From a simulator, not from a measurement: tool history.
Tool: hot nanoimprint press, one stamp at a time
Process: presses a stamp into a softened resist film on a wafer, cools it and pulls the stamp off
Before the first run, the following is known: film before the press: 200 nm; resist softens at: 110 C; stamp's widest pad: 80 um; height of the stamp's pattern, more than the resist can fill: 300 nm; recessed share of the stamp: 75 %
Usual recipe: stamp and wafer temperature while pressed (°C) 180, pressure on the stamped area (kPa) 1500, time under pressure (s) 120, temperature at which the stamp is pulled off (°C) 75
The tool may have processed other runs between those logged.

| run | hour | stamp and wafer temperature while pressed (°C) | pressure on the stamped area (kPa) | time under pressure (s) | temperature at which the stamp is pulled off (°C) | resist left under the stamp's widest pad (nm) | greatest force while the stamp is pulled off (N) |
|---|---|---|---|---|---|---|---|
| 1 | 0.0 | 180 | 1500 | 120 | 75 | 100.5 | 250 |
| 2 | 5.0 | 180 | 1500 | 120 | 75 | 98.6 | 249 |
| 3 | 10.9 | 180 | 1500 | 120 | 75 | 100.1 | 261 |
| 4 | 21.6 | 180 | 1500 | 120 | 75 | 99.3 | 260 |
| 5 | 30.5 | 180 | 1500 | 120 | 75 | 99.4 | 259 |
| 6 | 39.3 | 180 | 1500 | 120 | 75 | 99.3 | 280 |
| 7 | 46.4 | 180 | 1500 | 120 | 75 | 99.4 | 274 |
| 8 | 55.8 | 180 | 1500 | 120 | 75 | 100.9 | 267 |
| 9 | 64.3 | 180 | 1500 | 120 | 75 | 99.5 | 272 |
| 10 | 74.1 | 180 | 1500 | 120 | 75 | 100.2 | 268 |
| 11 | 84.2 | 180 | 1500 | 120 | 75 | 99.6 | 269 |
| 12 | 91.2 | 180 | 1500 | 120 | 75 | 100.0 | 282 |
| 13 | 101.8 | 182 | 1500 | 120 | 75 | 91.9 | 290 |
| 14 | 109.2 | 180 | 1020 | 120 | 75 | 121.4 | 287 |
| 15 | 115.5 | 180 | 1500 | 77 | 75 | 114.3 | 283 |
| 16 | 130.0 | 180 | 1500 | 77 | 75 | 116.7 | 293 |
| 17 | 137.4 | 180 | 1500 | 77 | 75 | 114.8 | 288 |
| 18 | 146.8 | 180 | 1960 | 105 | 75 | 93.2 | 288 |
| 19 | 152.5 | 180 | 1500 | 97 | 75 | 108.2 | 286 |
| 20 | 161.2 | 192 | 990 | 83 | 83 | 87.3 | 281 |
| 21 | 172.2 | 175 | 990 | 156 | 66 | 141.1 | 319 |
| 22 | 178.0 | 175 | 990 | 156 | 66 | 140.7 | 317 |
| 23 | 191.3 | 175 | 990 | 156 | 66 | 134.8 | 310 |
| 24 | 202.6 | 185 | 1680 | 120 | 75 | 72.9 | 307 |
| 25 | 214.1 | 185 | 1680 | 120 | 75 | 72.5 | 322 |
| 26 | 219.2 | 185 | 1680 | 180 | 61 | 62.6 | 336 |
| 27 | 225.3 | 180 | 930 | 154 | 78 | 115.2 | 312 |
| 28 | 234.5 | 180 | 930 | 154 | 78 | 115.3 | 305 |
| 29 | 242.0 | 173 | 2120 | 123 | 66 | 112.7 | 334 |

Put back what was entered between runs (2 entries, withheld): which listed runs does each sit between, and how does the hidden state differ from the listed run before to the listed run after?
Runs 15 to 16: plate thermocouple calibrated (hour 119.3)
  true temperature over the reading, C: -0.68 -> -0.93; pressure that arrives at the usual setting, %: 97.59 -> 97.53; grip of the stamp's worn release coat, % over a new coat's: 37.9 -> 39.4
  the result without the hidden state subtracted from the measured one, resist left under the stamp's widest pad (nm): +4.4 -> +5.7; greatest force while the stamp is pulled off (N): +78 -> +83
Runs 22 to 23: plate thermocouple calibrated, once more (hour 189.3)
  true temperature over the reading, C: -1.01 -> 0.1; pressure that arrives at the usual setting, %: 97.28 -> 97.22; grip of the stamp's worn release coat, % over a new coat's: 45.7 -> 47
  the result without the hidden state subtracted from the measured one, resist left under the stamp's widest pad (nm): +6.0 -> +0.6; greatest force while the stamp is pulled off (N): +101 -> +99

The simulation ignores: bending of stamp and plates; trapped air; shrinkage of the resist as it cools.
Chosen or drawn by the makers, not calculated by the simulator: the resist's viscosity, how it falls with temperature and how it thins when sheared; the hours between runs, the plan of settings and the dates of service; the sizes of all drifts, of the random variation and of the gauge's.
